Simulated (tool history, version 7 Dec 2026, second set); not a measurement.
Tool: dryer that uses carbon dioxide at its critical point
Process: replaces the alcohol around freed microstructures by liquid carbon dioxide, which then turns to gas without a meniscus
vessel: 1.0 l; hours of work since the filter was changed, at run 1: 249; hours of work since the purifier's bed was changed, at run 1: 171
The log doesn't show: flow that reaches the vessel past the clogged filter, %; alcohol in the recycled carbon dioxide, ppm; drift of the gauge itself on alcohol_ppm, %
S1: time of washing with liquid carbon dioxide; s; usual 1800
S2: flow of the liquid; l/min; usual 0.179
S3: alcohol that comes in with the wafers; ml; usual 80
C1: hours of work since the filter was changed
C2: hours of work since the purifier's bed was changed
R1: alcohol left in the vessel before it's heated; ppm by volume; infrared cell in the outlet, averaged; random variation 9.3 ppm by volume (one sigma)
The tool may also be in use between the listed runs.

{"run": 1, "day": 0.0, "S1": 1800, "S2": 0.179, "S3": 80, "C1": 249, "C2": 171, "R1": 969}
{"run": 2, "day": 0.85, "S1": 1800, "S2": 0.179, "S3": 80, "C1": 256, "C2": 178, "R1": 1011}
{"run": 3, "day": 2.096, "S1": 1800, "S2": 0.179, "S3": 80, "C1": 266, "C2": 187, "R1": 1057}
{"run": 4, "day": 3.058, "S1": 1800, "S2": 0.179, "S3": 80, "C1": 273, "C2": 195, "R1": 1088}
{"day": 3.854, "done": "inlet filter changed"}
{"run": 5, "day": 3.854, "S1": 1800, "S2": 0.179, "S3": 80, "C1": 0, "C2": 201, "R1": 540}
{"run": 6, "day": 4.996, "S1": 1800, "S2": 0.179, "S3": 80, "C1": 9, "C2": 209, "R1": 565}
{"run": 7, "day": 5.762, "S1": 1800, "S2": 0.179, "S3": 80, "C1": 15, "C2": 215, "R1": 554}
{"run": 8, "day": 6.854, "S1": 1800, "S2": 0.179, "S3": 39, "C1": 23, "C2": 224, "R1": 294}
{"run": 9, "day": 7.662, "S1": 1800, "S2": 0.179, "S3": 39, "C1": 30, "C2": 230, "R1": 288}
{"run": 10, "day": 8.817, "S1": 1200, "S2": 0.179, "S3": 80, "C1": 39, "C2": 239, "R1": 2984}
{"run": 11, "day": 9.879, "S1": 1200, "S2": 0.179, "S3": 80, "C1": 47, "C2": 248, "R1": 3047}
{"run": 12, "day": 10.383, "S1": 1200, "S2": 0.179, "S3": 80, "C1": 51, "C2": 251, "R1": 3011}
{"run": 13, "day": 11.612, "S1": 1200, "S2": 0.179, "S3": 80, "C1": 60, "C2": 261, "R1": 3097}
{"run": 14, "day": 12.212, "S1": 1200, "S2": 0.179, "S3": 80, "C1": 65, "C2": 266, "R1": 3136}
{"run": 15, "day": 13.267, "S1": 1800, "S2": 0.179, "S3": 80, "C1": 73, "C2": 274, "R1": 650}
{"run": 16, "day": 14.462, "S1": 1800, "S2": 0.179, "S3": 80, "C1": 83, "C2": 283, "R1": 701}
{"run": 17, "day": 15.617, "S1": 1800, "S2": 0.179, "S3": 80, "C1": 92, "C2": 292, "R1": 689}
{"run": 18, "day": 16.15, "S1": 1800, "S2": 0.179, "S3": 80, "C1": 96, "C2": 296, "R1": 699}
{"run": 19, "day": 17.038, "S1": 1800, "S2": 0.179, "S3": 80, "C1": 103, "C2": 303, "R1": 728}
{"run": 20, "day": 17.696, "S1": 1800, "S2": 0.179, "S3": 80, "C1": 108, "C2": 308, "R1": 717}
{"run": 21, "day": 18.646, "S1": 1500, "S2": 0.126, "S3": 112, "C1": 115, "C2": 316, "R1": 7604}
{"run": 22, "day": 19.846, "S1": 1800, "S2": 0.289, "S3": 41, "C1": 124, "C2": 325, "R1": 55}
{"run": 23, "day": 20.625, "S1": 1500, "S2": 0.164, "S3": 59, "C1": 131, "C2": 331, "R1": 1747}
{"run": 24, "day": 21.733, "S1": 1500, "S2": 0.164, "S3": 59, "C1": 139, "C2": 340, "R1": 1710}
{"run": 25, "day": 22.758, "S1": 1500, "S2": 0.164, "S3": 59, "C1": 147, "C2": 348, "R1": 1785}
{"run": 26, "day": 23.408, "S1": 1800, "S2": 0.139, "S3": 54, "C1": 152, "C2": 353, "R1": 1601}
{"run": 27, "day": 24.558, "S1": 1800, "S2": 0.244, "S3": 54, "C1": 161, "C2": 362, "R1": 131}
{"run": 28, "day": 25.338, "S1": 1500, "S2": 0.269, "S3": 80, "C1": 167, "C2": 368, "R1": 255}
{"run": 29, "day": 26.083, "S1": 1500, "S2": 0.269, "S3": 80, "C1": 173, "C2": 374, "R1": 271}
{"run": 30, "day": 26.896, "S1": 1500, "S2": 0.269, "S3": 80, "C1": 179, "C2": 380, "R1": 270}
{"run": 31, "day": 27.804, "S1": 1500, "S2": 0.269, "S3": 80, "C1": 186, "C2": 387, "R1": 280}
{"run": 32, "day": 28.704, "S1": 2820, "S2": 0.14, "S3": 80, "C1": 193, "C2": 394, "R1": 379}
{"run": 33, "day": 29.35, "S1": 2700, "S2": 0.215, "S3": 48, "C1": 198, "C2": 399, "R1": 46}
{"run": 34, "day": 30.129, "S1": 1920, "S2": 0.26, "S3": 99, "C1": 205, "C2": 405, "R1": 116}
{"run": 35, "day": 30.817, "S1": 1800, "S2": 0.179, "S3": 55, "C1": 210, "C2": 411, "R1": 668}
{"run": 36, "day": 31.642, "S1": 1800, "S2": 0.272, "S3": 55, "C1": 216, "C2": 417, "R1": 89}
{"run": 37, "day": 32.304, "S1": 1440, "S2": 0.164, "S3": 106, "C1": 222, "C2": 422, "R1": 4181}
{"run": 38, "day": 33.417, "S1": 2100, "S2": 0.133, "S3": 52, "C1": 230, "C2": 431, "R1": 1233}
{"run": 39, "day": 34.625, "S1": 1200, "S2": 0.248, "S3": 21, "C1": 240, "C2": 440, "R1": 360}
{"run": 40, "day": 35.754, "S1": 1980, "S2": 0.112, "S3": 34, "C1": 248, "C2": 449, "R1": 1872}

Hidden state at the last listed run before each entry between runs and at the first one after, where it differs:
Between runs 4 and 5: inlet filter changed (day 3.854)
  flow that reaches the vessel past the clogged filter, %: 86.1 -> 99.7; alcohol in the recycled carbon dioxide, ppm: 21.6 -> 22.1
  measured less the result without the state, R1: +552 -> +25 ppm by volume
